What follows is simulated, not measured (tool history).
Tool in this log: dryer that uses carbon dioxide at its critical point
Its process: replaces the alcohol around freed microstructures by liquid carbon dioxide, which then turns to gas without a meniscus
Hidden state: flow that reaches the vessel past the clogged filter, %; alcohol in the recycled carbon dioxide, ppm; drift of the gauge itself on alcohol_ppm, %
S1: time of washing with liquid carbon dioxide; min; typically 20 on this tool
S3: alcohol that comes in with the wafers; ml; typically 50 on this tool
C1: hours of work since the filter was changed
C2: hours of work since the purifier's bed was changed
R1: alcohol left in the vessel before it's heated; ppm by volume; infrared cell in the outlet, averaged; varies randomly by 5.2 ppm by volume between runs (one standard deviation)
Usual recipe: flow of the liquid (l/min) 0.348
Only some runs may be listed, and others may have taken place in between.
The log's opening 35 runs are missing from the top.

Run 36, hour 467.6: usual settings but S1 25 min, flow of the liquid (l/min) 0.430, S3 31 ml; C1 279; C2 605. Result: R1 133 ppm by volume.
At hour 477.1: inlet filter changed.
Run 37, hour 484.0: usual settings but S1 15 min, flow of the liquid (l/min) 0.430, S3 96 ml; C1 4; C2 614. Result: R1 430 ppm by volume.
Run 38, hour 495.0: usual settings but S3 72 ml; C1 11; C2 621. Result: R1 277 ppm by volume.
Run 39, hour 508.5: usual settings but S1 16 min, flow of the liquid (l/min) 0.312, S3 118 ml; C1 19; C2 629. Result: R1 1610 ppm by volume.
Run 40, hour 520.2: usual settings but S1 16 min, flow of the liquid (l/min) 0.312, S3 118 ml; C1 26; C2 636. Result: R1 1622 ppm by volume.
Run 41, hour 529.4: usual settings but S1 16 min, flow of the liquid (l/min) 0.312, S3 118 ml; C1 31; C2 641. Result: R1 1607 ppm by volume.
Run 42, hour 541.0: usual settings but S1 28 min, flow of the liquid (l/min) 0.217, S3 51 ml; C1 38; C2 648. Result: R1 391 ppm by volume.
Run 43, hour 555.8: usual settings but S1 28 min, flow of the liquid (l/min) 0.376, S3 90 ml; C1 47; C2 657. Result: R1 133 ppm by volume.
Run 44, hour 565.3: usual settings but S1 31 min, flow of the liquid (l/min) 0.376, S3 29 ml; C1 53; C2 663. Result: R1 127 ppm by volume.
Run 45, hour 576.4: usual settings but S1 31 min, flow of the liquid (l/min) 0.376, S3 29 ml; C1 59; C2 669. Result: R1 122 ppm by volume.
Run 46, hour 585.4: usual settings but S1 25 min, S3 53 ml; C1 65; C2 675. Result: R1 161 ppm by volume.
Run 47, hour 598.5: usual settings but S1 25 min, S3 53 ml; C1 73; C2 683. Result: R1 168 ppm by volume.
Run 48, hour 611.5: usual settings but S1 25 min, S3 53 ml; C1 80; C2 690. Result: R1 173 ppm by volume.

Below are 3 alternative next runs, each starting from the tool's condition after run 48. Predict each:
Run A, hour 626.9: usual settings but S1 25 min, flow of the liquid (l/min) 0.338, S3 53 ml; C1 90; C2 699. Result: R1 ?.
Run B, hour 626.9: usual settings but S1 24 min, flow of the liquid (l/min) 0.345, S3 96 ml; C1 90; C2 699. Result: R1 ?.
Run C, hour 626.9: usual settings but S1 15 min, flow of the liquid (l/min) 0.575, S3 65 ml; C1 90; C2 699. Result: R1 ?.

run   R1
  A  172
  B  218
  C  175
With no hidden state in the tool, these same runs would have given:
run  R1
  A  27
  B  64
  C  28
